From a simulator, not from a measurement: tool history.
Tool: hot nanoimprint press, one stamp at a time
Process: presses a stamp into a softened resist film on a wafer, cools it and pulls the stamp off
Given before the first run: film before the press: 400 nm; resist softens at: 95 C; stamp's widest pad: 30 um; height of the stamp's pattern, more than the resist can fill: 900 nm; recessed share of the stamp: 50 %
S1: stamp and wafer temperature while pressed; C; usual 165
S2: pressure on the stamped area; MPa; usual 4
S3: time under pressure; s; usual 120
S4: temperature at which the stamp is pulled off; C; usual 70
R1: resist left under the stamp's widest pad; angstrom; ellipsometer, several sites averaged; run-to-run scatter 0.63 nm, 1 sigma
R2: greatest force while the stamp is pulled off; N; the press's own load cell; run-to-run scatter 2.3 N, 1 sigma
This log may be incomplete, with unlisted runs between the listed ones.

run   hour   S1    S2   S3  S4    R1   R2
  1      0  165     4  120  70  1847  177
  2     44  165     4  120  70  1827  177
  3  115.7  165     4  120  70  1841  179
     148.9  -- stamp cleaned and given a new release coat
  4  177.2  165     4  120  70  1842  177
  5  222.4  165     4  120  70  1841  178
  6  276.5  165     4  120  73  1835  162
     307.6  -- plate thermocouple calibrated
  7  329.3  176     4  120  70  1324  179
  8  372.6  176     4  120  70  1327  175
  9  406.2  176     4  120  70  1328  173
 10  453.7  176     4  120  70  1320  180
     476.1  -- stamp cleaned and given a new release coat
 11  529.5  163  4.84   61  61  2223  210
 12  580.5  163  4.84   61  61  2220  211
 13  651.8  165   5.9  225  70  1179  176
 14  682.1  161   5.9  100  70  1816  181
 15  753.6  165     4  120  62  1850  206
       800  -- stamp cleaned and given a new release coat
 16  830.5  153  5.36   92  68  2509  182

Forecast each of these 3 alternatives for the next run:
  A  878.3  163  5.36   62  68   ?   ?
  B  878.3  165  3.41  120  70   ?   ?
  C  878.3  175  5.36   71  68   ?   ?

run    R1   R2
  A  2118  181
  B  1991  176
  C  1414  183
What these runs would have given with no unlogged condition in the tool:
run    R1   R2
  A  2118  180
  B  1991  176
  C  1413  183

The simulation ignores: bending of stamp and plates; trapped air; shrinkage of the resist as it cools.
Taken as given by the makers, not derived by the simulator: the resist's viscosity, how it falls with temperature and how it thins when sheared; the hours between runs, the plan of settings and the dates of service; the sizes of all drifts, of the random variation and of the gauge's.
